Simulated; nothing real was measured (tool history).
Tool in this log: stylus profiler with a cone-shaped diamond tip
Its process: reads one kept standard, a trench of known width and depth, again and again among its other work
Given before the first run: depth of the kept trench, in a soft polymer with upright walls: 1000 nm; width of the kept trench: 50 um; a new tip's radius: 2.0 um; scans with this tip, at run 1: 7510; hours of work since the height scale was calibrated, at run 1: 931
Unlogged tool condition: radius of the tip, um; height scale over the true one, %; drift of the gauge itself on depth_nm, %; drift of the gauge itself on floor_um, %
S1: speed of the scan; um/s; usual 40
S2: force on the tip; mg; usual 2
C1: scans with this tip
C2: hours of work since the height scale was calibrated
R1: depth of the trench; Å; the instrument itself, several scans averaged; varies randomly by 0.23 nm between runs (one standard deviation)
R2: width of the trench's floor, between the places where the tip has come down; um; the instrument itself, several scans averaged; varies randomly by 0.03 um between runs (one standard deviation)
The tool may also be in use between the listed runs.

{"run": 1, "day": 0.0, "S1": 40, "S2": 2, "C1": 7510, "C2": 931, "R1": 10109.3, "R2": 46.35}
{"run": 2, "day": 1.846, "S1": 40, "S2": 2, "C1": 7784, "C2": 965, "R1": 10111.1, "R2": 46.34}
{"run": 3, "day": 3.425, "S1": 40, "S2": 2, "C1": 8020, "C2": 995, "R1": 10110.7, "R2": 46.33}
{"run": 4, "day": 4.604, "S1": 40, "S2": 2, "C1": 8195, "C2": 1016, "R1": 10111.7, "R2": 46.37}
{"run": 5, "day": 5.621, "S1": 40, "S2": 2, "C1": 8346, "C2": 1035, "R1": 10107.3, "R2": 46.37}
{"run": 6, "day": 6.7, "S1": 40, "S2": 0.78, "C1": 8507, "C2": 1055, "R1": 10058.8, "R2": 46.26}
{"run": 7, "day": 7.775, "S1": 40, "S2": 0.78, "C1": 8667, "C2": 1075, "R1": 10062.6, "R2": 46.25}
{"run": 8, "day": 8.988, "S1": 40, "S2": 1.39, "C1": 8848, "C2": 1097, "R1": 10086.2, "R2": 46.35}
{"run": 9, "day": 10.942, "S1": 96, "S2": 1.85, "C1": 9139, "C2": 1133, "R1": 10100.3, "R2": 46.02}
{"run": 10, "day": 11.962, "S1": 10, "S2": 1.47, "C1": 9291, "C2": 1152, "R1": 10088.7, "R2": 46.46}
{"run": 11, "day": 13.5, "S1": 15, "S2": 5.37, "C1": 9520, "C2": 1181, "R1": 10210.7, "R2": 46.48}
{"run": 12, "day": 14.829, "S1": 133, "S2": 2.89, "C1": 9718, "C2": 1205, "R1": 10144.2, "R2": 46.08}
{"run": 13, "day": 16.246, "S1": 68, "S2": 1.8, "C1": 9929, "C2": 1231, "R1": 10101.3, "R2": 46.18}
{"run": 14, "day": 17.804, "S1": 68, "S2": 1.8, "C1": 10160, "C2": 1260, "R1": 10104.5, "R2": 46.25}
{"run": 15, "day": 18.683, "S1": 68, "S2": 1.8, "C1": 10292, "C2": 1276, "R1": 10099.3, "R2": 46.21}
{"day": 20.279, "done": "height scale calibrated on a step standard"}
{"run": 16, "day": 20.442, "S1": 33, "S2": 2.35, "C1": 10550, "C2": 3, "R1": 10119.8, "R2": 46.35}

Alternative continuations, all from the tool just after run 16; predict every row:
{"run": "A", "day": 22.321, "S1": 90, "S2": 2.35, "C1": 10830, "C2": 38, "R1": "?", "R2": "?"}
{"run": "B", "day": 22.321, "S1": 14, "S2": 5.05, "C1": 10830, "C2": 38, "R1": "?", "R2": "?"}
{"run": "C", "day": 22.321, "S1": 10, "S2": 2, "C1": 10830, "C2": 38, "R1": "?", "R2": "?"}
{"run": "D", "day": 22.321, "S1": 20, "S2": 1.36, "C1": 10830, "C2": 38, "R1": "?", "R2": "?"}

run=A R1=10120.9 R2=46.18
run=B R1=10206.4 R2=46.48
run=C R1=10107.1 R2=46.5
run=D R1=10088.8 R2=46.42
The same runs, with their run-to-run variation unchanged, on a tool lacking any hidden condition would have given:
run=A R1=10120.9 R2=46.19
run=B R1=10206.5 R2=46.49
run=C R1=10107.1 R2=46.52
run=D R1=10088.8 R2=46.43

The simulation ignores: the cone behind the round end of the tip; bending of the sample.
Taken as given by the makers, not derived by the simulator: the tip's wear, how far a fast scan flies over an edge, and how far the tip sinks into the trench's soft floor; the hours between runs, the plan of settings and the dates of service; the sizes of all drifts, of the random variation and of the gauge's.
